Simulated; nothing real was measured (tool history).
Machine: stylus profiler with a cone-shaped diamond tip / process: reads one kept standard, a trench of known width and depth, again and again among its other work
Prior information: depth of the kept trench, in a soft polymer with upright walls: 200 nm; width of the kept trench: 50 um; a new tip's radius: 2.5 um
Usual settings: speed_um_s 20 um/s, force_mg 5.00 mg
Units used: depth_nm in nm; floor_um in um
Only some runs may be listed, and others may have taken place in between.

| run | hour | speed_um_s | force_mg | depth_nm | floor_um |
|---|---|---|---|---|---|
| 1 | 0.0 | 20 | 5.00 | 202.94 | 47.65 |
| 2 | 37.9 | 20 | 5.00 | 203.07 | 47.60 |
| 3 | 60.8 | 20 | 5.00 | 202.88 | 47.60 |
| 4 | 104.2 | 20 | 5.00 | 203.02 | 47.59 |
| 5 | 144.5 | 46 | 5.00 | 202.69 | 47.58 |
| 6 | 163.2 | 20 | 5.00 | 202.94 | 47.61 |
| 7 | 207.1 | 20 | 5.00 | 202.94 | 47.59 |
| 8 | 239.8 | 55 | 5.00 | 202.71 | 47.51 |
| 9 | 276.9 | 55 | 5.00 | 202.83 | 47.57 |
| 10 | 302.5 | 55 | 5.00 | 202.85 | 47.47 |
|  | 305.3 | height scale calibrated on a step standard |
| 11 | 341.2 | 55 | 5.00 | 202.78 | 47.56 |
| 12 | 371.5 | 20 | 7.06 | 203.60 | 47.56 |
| 13 | 411.0 | 20 | 7.06 | 203.69 | 47.57 |
| 14 | 454.5 | 20 | 7.06 | 203.75 | 47.59 |
|  | 465.8 | height scale calibrated on a step standard, once more |
| 15 | 475.3 | 18 | 5.00 | 203.94 | 47.56 |
| 16 | 502.8 | 18 | 5.00 | 203.66 | 47.53 |
| 17 | 540.8 | 18 | 5.00 | 203.69 | 47.53 |
| 18 | 573.0 | 18 | 5.00 | 203.86 | 47.54 |
| 19 | 611.0 | 18 | 5.00 | 203.72 | 47.52 |
| 20 | 639.9 | 39 | 6.45 | 204.48 | 47.49 |
| 21 | 669.9 | 6 | 2.84 | 202.50 | 47.52 |
| 22 | 704.5 | 18 | 9.68 | 205.76 | 47.47 |
| 23 | 748.0 | 18 | 9.68 | 205.79 | 47.46 |
| 24 | 766.8 | 75 | 8.01 | 204.95 | 47.41 |
| 25 | 795.9 | 43 | 2.32 | 202.04 | 47.40 |
| 26 | 828.3 | 20 | 5.51 | 203.70 | 47.42 |
| 27 | 869.3 | 24 | 9.22 | 205.44 | 47.44 |
| 28 | 912.7 | 20 | 3.12 | 202.47 | 47.39 |
| 29 | 948.0 | 16 | 1.77 | 201.76 | 47.43 |
| 30 | 967.8 | 41 | 8.01 | 204.89 | 47.42 |
| 31 | 1011.8 | 41 | 8.01 | 204.96 | 47.38 |
| 32 | 1035.4 | 40 | 3.19 | 202.52 | 47.33 |
| 33 | 1056.3 | 49 | 2.53 | 202.04 | 47.29 |
|  | 1062.3 | new tip fitted, height scale calibrated |
| 34 | 1092.0 | 49 | 2.53 | 202.56 | 47.93 |
| 35 | 1121.6 | 49 | 2.53 | 202.50 | 47.95 |
| 36 | 1157.5 | 20 | 3.87 | 203.23 | 47.96 |
| 37 | 1177.4 | 20 | 3.87 | 203.30 | 47.96 |

Below are 5 alternative next runs, each starting from the tool's condition after run 37. Predict each:
| A | 1200.4 | 14 | 5.41 | ? | ? |
| B | 1200.4 | 77 | 5.00 | ? | ? |
| C | 1200.4 | 20 | 14.33 | ? | ? |
| D | 1200.4 | 20 | 2.09 | ? | ? |
| E | 1200.4 | 14 | 1.77 | ? | ? |

| run | depth_nm | floor_um |
|---|---|---|
| A | 204.08 | 47.96 |
| B | 203.81 | 47.82 |
| C | 207.50 | 48.02 |
| D | 202.11 | 47.89 |
| E | 201.90 | 47.98 |
With no hidden state in the tool, these same runs would have given:
| run | depth_nm | floor_um |
|---|---|---|
| A | 204.11 | 48.01 |
| B | 203.83 | 47.87 |
| C | 207.53 | 48.07 |
| D | 202.14 | 47.94 |
| E | 201.93 | 48.03 |
